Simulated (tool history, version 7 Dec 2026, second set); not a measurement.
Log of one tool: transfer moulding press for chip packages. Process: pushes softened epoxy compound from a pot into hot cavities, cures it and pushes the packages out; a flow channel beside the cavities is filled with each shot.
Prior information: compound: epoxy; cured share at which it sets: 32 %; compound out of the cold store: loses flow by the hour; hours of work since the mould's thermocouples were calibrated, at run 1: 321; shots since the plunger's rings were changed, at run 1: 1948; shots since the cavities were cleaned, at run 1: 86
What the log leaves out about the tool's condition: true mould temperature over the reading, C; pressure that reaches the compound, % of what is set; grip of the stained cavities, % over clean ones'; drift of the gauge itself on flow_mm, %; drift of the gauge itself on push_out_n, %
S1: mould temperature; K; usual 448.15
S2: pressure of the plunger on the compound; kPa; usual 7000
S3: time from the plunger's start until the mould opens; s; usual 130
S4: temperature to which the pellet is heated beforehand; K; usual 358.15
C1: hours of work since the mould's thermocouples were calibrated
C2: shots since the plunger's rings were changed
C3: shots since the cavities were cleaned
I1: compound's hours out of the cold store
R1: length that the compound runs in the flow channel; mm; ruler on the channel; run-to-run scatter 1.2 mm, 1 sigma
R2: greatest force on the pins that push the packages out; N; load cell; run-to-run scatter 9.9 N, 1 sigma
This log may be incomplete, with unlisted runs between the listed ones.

{"run": 1, "hour": 0.0, "S1": 448.15, "S2": 7000, "S3": 130, "S4": 358.15, "C1": 321, "C2": 1948, "C3": 86, "I1": 8.1, "R1": 810, "R2": 559}
{"run": 2, "hour": 40.7, "S1": 448.15, "S2": 7000, "S3": 130, "S4": 358.15, "C1": 346, "C2": 2308, "C3": 446, "I1": 17.4, "R1": 785, "R2": 723}
{"hour": 55.6, "done": "cavities cleaned with cleaning compound and waxed"}
{"run": 3, "hour": 95.2, "S1": 450.15, "S2": 7000, "S3": 130, "S4": 358.15, "C1": 379, "C2": 2776, "C3": 349, "I1": 23.4, "R1": 759, "R2": 759}
{"hour": 118.1, "done": "cavities cleaned with cleaning compound and waxed"}
{"run": 4, "hour": 158.3, "S1": 450.15, "S2": 7000, "S3": 130, "S4": 358.15, "C1": 417, "C2": 3320, "C3": 355, "I1": 33.3, "R1": 736, "R2": 621}
{"hour": 178.7, "done": "plunger's sealing rings changed"}
{"hour": 185.8, "done": "cavities cleaned with cleaning compound and waxed"}
{"hour": 196.7, "done": "mould's thermocouples calibrated"}
{"run": 5, "hour": 242.0, "S1": 450.15, "S2": 7000, "S3": 130, "S4": 358.15, "C1": 28, "C2": 528, "C3": 479, "I1": 14.6, "R1": 793, "R2": 667}
{"hour": 254.9, "done": "cavities cleaned with cleaning compound and waxed"}
{"hour": 260.6, "done": "cavities cleaned with cleaning compound and waxed, once more"}
{"run": 6, "hour": 284.6, "S1": 450.15, "S2": 7000, "S3": 130, "S4": 353.15, "C1": 52, "C2": 878, "C3": 212, "I1": 24.0, "R1": 768, "R2": 592}
{"hour": 323.1, "done": "cavities cleaned with cleaning compound and waxed"}
{"run": 7, "hour": 372.5, "S1": 450.15, "S2": 7000, "S3": 130, "S4": 353.15, "C1": 106, "C2": 1642, "C3": 437, "I1": 24.3, "R1": 767, "R2": 636}
{"hour": 389.6, "done": "cavities cleaned with cleaning compound and waxed"}
{"run": 8, "hour": 424.2, "S1": 448.15, "S2": 7000, "S3": 130, "S4": 351.15, "C1": 136, "C2": 2084, "C3": 304, "I1": 47.9, "R1": 720, "R2": 649}
{"hour": 454.9, "done": "cavities cleaned with cleaning compound and waxed"}
{"hour": 517.0, "done": "cavities cleaned with cleaning compound and waxed"}
{"run": 9, "hour": 517.0, "S1": 448.15, "S2": 7000, "S3": 130, "S4": 351.15, "C1": 192, "C2": 2878, "C3": 0, "I1": 42.8, "R1": 731, "R2": 472}
{"run": 10, "hour": 565.6, "S1": 448.15, "S2": 7000, "S3": 130, "S4": 351.15, "C1": 222, "C2": 3308, "C3": 430, "I1": 27.1, "R1": 762, "R2": 747}
{"hour": 587.2, "done": "plunger's sealing rings changed"}
{"hour": 588.7, "done": "cavities cleaned with cleaning compound and waxed"}
{"hour": 651.3, "done": "cavities cleaned with cleaning compound and waxed"}
{"run": 11, "hour": 663.3, "S1": 448.15, "S2": 7000, "S3": 130, "S4": 351.15, "C1": 279, "C2": 646, "C3": 106, "I1": 34.9, "R1": 757, "R2": 560}
{"run": 12, "hour": 711.0, "S1": 448.15, "S2": 7000, "S3": 130, "S4": 351.15, "C1": 308, "C2": 1067, "C3": 527, "I1": 38.9, "R1": 746, "R2": 765}
{"hour": 719.3, "done": "cavities cleaned with cleaning compound and waxed"}
{"run": 13, "hour": 777.7, "S1": 448.15, "S2": 7000, "S3": 130, "S4": 355.15, "C1": 348, "C2": 1643, "C3": 516, "I1": 30.0, "R1": 762, "R2": 755}
{"hour": 785.4, "done": "cavities cleaned with cleaning compound and waxed"}
{"run": 14, "hour": 830.0, "S1": 448.15, "S2": 7950, "S3": 130, "S4": 358.15, "C1": 380, "C2": 2092, "C3": 394, "I1": 38.0, "R1": 792, "R2": 707}
{"hour": 848.6, "done": "cavities cleaned with cleaning compound and waxed"}
{"run": 15, "hour": 892.9, "S1": 448.15, "S2": 7950, "S3": 130, "S4": 358.15, "C1": 417, "C2": 2635, "C3": 392, "I1": 17.1, "R1": 838, "R2": 709}
{"hour": 915.2, "done": "cavities cleaned with cleaning compound and waxed"}
{"hour": 927.7, "done": "mould's thermocouples calibrated"}
{"hour": 979.0, "done": "cavities cleaned with cleaning compound and waxed"}
{"run": 16, "hour": 981.7, "S1": 441.15, "S2": 7000, "S3": 145, "S4": 356.15, "C1": 32, "C2": 3375, "C3": 24, "I1": 18.5, "R1": 809, "R2": 633}
{"hour": 997.8, "done": "plunger's sealing rings changed"}
{"hour": 1043.8, "done": "cavities cleaned with cleaning compound and waxed"}
{"run": 17, "hour": 1055.1, "S1": 454.15, "S2": 7400, "S3": 158, "S4": 365.15, "C1": 75, "C2": 493, "C3": 100, "I1": 27.8, "R1": 768, "R2": 428}
{"hour": 1108.1, "done": "cavities cleaned with cleaning compound and waxed"}
{"run": 18, "hour": 1145.6, "S1": 454.15, "S2": 7080, "S3": 136, "S4": 365.15, "C1": 130, "C2": 1280, "C3": 332, "I1": 24.0, "R1": 758, "R2": 518}
{"hour": 1175.4, "done": "cavities cleaned with cleaning compound and waxed"}
{"run": 19, "hour": 1203.0, "S1": 449.15, "S2": 7080, "S3": 136, "S4": 363.15, "C1": 164, "C2": 1773, "C3": 243, "I1": 19.6, "R1": 781, "R2": 574}
{"hour": 1240.6, "done": "cavities cleaned with cleaning compound and waxed"}
{"run": 20, "hour": 1295.3, "S1": 448.15, "S2": 7970, "S3": 114, "S4": 362.15, "C1": 220, "C2": 2576, "C3": 483, "I1": 41.0, "R1": 781, "R2": 906}
{"hour": 1304.5, "done": "cavities cleaned with cleaning compound and waxed"}
{"hour": 1371.0, "done": "cavities cleaned with cleaning compound and waxed"}
{"run": 21, "hour": 1390.0, "S1": 448.15, "S2": 7970, "S3": 114, "S4": 362.15, "C1": 277, "C2": 3386, "C3": 167, "I1": 17.5, "R1": 833, "R2": 781}
{"hour": 1404.6, "done": "plunger's sealing rings changed"}
{"hour": 1438.8, "done": "cavities cleaned with cleaning compound and waxed"}
{"run": 22, "hour": 1441.7, "S1": 448.15, "S2": 7970, "S3": 114, "S4": 362.15, "C1": 306, "C2": 315, "C3": 26, "I1": 42.5, "R1": 793, "R2": 610}
{"hour": 1502.3, "done": "cavities cleaned with cleaning compound and waxed"}
{"run": 23, "hour": 1502.3, "S1": 441.15, "S2": 7000, "S3": 153, "S4": 355.15, "C1": 343, "C2": 837, "C3": 0, "I1": 39.5, "R1": 778, "R2": 530}
{"hour": 1567.4, "done": "cavities cleaned with cleaning compound and waxed"}
{"run": 24, "hour": 1574.5, "S1": 445.15, "S2": 7300, "S3": 163, "S4": 360.15, "C1": 386, "C2": 1461, "C3": 62, "I1": 9.1, "R1": 847, "R2": 461}
{"run": 25, "hour": 1613.3, "S1": 449.15, "S2": 8030, "S3": 163, "S4": 351.15, "C1": 410, "C2": 1804, "C3": 405, "I1": 18.9, "R1": 837, "R2": 573}
{"hour": 1632.0, "done": "cavities cleaned with cleaning compound and waxed"}
{"hour": 1658.8, "done": "mould's thermocouples calibrated"}
{"hour": 1696.0, "done": "cavities cleaned with cleaning compound and waxed"}
{"run": 26, "hour": 1696.5, "S1": 448.15, "S2": 7000, "S3": 149, "S4": 358.15, "C1": 22, "C2": 2495, "C3": 4, "I1": 15.8, "R1": 786, "R2": 423}

Consider 4 possible next runs. They are alternatives, not a sequence: every one starts from the tool as it was left by run 26. What does each give?
{"hour": 1759.1, "done": "cavities cleaned with cleaning compound and waxed"}
{"run": "A", "hour": 1780.1, "S1": 447.15, "S2": 7000, "S3": 149, "S4": 358.15, "C1": 73, "C2": 3221, "C3": 186, "I1": 22.2, "R1": "?", "R2": "?"}
{"hour": 1759.1, "done": "cavities cleaned with cleaning compound and waxed"}
{"run": "B", "hour": 1780.1, "S1": 447.15, "S2": 8390, "S3": 127, "S4": 358.15, "C1": 73, "C2": 3221, "C3": 186, "I1": 17.3, "R1": "?", "R2": "?"}
{"hour": 1759.1, "done": "cavities cleaned with cleaning compound and waxed"}
{"run": "C", "hour": 1780.1, "S1": 444.15, "S2": 7000, "S3": 124, "S4": 358.15, "C1": 73, "C2": 3221, "C3": 186, "I1": 31.0, "R1": "?", "R2": "?"}
{"hour": 1759.1, "done": "cavities cleaned with cleaning compound and waxed"}
{"run": "D", "hour": 1780.1, "S1": 444.15, "S2": 6980, "S3": 149, "S4": 367.15, "C1": 73, "C2": 3221, "C3": 186, "I1": 9.7, "R1": "?", "R2": "?"}

run=A R1=772 R2=524
run=B R1=859 R2=666
run=C R1=767 R2=809
run=D R1=815 R2=625
Take away the tool's hidden state, keep each run's random variation, and the runs would have read:
run=A R1=791 R2=407
run=B R1=880 R2=516
run=C R1=787 R2=625
run=D R1=836 R2=483

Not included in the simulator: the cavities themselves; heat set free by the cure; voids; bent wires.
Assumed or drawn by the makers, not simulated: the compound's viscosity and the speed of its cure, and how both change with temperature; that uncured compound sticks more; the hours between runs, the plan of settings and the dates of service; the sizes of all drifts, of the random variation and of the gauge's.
